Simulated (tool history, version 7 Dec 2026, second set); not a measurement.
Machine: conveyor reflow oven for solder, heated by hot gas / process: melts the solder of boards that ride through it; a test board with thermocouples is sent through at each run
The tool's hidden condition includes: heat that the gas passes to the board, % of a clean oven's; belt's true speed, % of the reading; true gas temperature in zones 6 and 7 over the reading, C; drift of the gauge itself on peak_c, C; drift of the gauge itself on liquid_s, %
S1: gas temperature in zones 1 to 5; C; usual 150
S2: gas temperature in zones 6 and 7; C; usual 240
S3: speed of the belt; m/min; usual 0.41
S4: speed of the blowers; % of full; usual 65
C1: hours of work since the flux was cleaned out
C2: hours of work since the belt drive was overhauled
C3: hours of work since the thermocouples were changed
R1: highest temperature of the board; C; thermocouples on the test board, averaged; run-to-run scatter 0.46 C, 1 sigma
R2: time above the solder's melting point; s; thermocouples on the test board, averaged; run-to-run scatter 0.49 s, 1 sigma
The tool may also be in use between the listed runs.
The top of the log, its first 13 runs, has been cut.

run	day	S1	S2	S3	S4	C1	C2	C3	R1	R2
14	17.783	157	240	0.41	65	326	1050	1307	226.3	80.7
# day 18.679: thermocouples of zones 6 and 7 changed
15	19.367	150	240	0.41	65	354	1078	13	226.3	78.6
16	20.229	150	240	0.41	65	369	1093	28	225.8	77.2
17	21.967	150	246	0.488	54	401	1125	60	222.4	61.8
18	23.396	158	239	0.463	89	427	1151	86	227.3	74.7
19	24.788	158	239	0.466	81	453	1177	112	226.4	71.9
# day 25.45: flux residue cleaned out of gas plates and filters
20	26.175	158	238	0.443	81	13	1199	134	226.8	75.4
21	27.679	158	233	0.443	81	41	1226	161	222.7	73.3
22	28.608	158	233	0.443	81	58	1243	178	221.5	73.2
23	29.521	150	240	0.41	67	75	1260	195	226.3	77.9
24	31.542	148	248	0.379	69	112	1297	232	237.1	89.1
25	33.188	148	248	0.379	69	142	1327	262	236.6	90.2
26	35.038	144	250	0.461	58	176	1361	296	227.1	67.4
27	36.779	150	243	0.41	65	208	1393	328	228.9	80.1
28	38.496	146	240	0.334	72	239	1424	359	231.6	98
29	40.058	139	242	0.359	63	268	1453	388	229.2	86.1
30	41.054	139	242	0.359	63	286	1471	406	229.3	86.7

Forecast each of these 3 alternatives for the next run:
A	42.429	145	240	0.485	63	311	1497	432	?	?
B	42.429	151	252	0.396	65	311	1497	432	?	?
C	42.429	139	233	0.359	81	311	1497	432	?	?

run	R1	R2
A	218.5	58.5
B	237.8	88
C	224.5	83.3
With no hidden state in the tool, these same runs would have given:
run	R1	R2
A	218.6	58.4
B	237.9	87.9
C	224.6	83.2
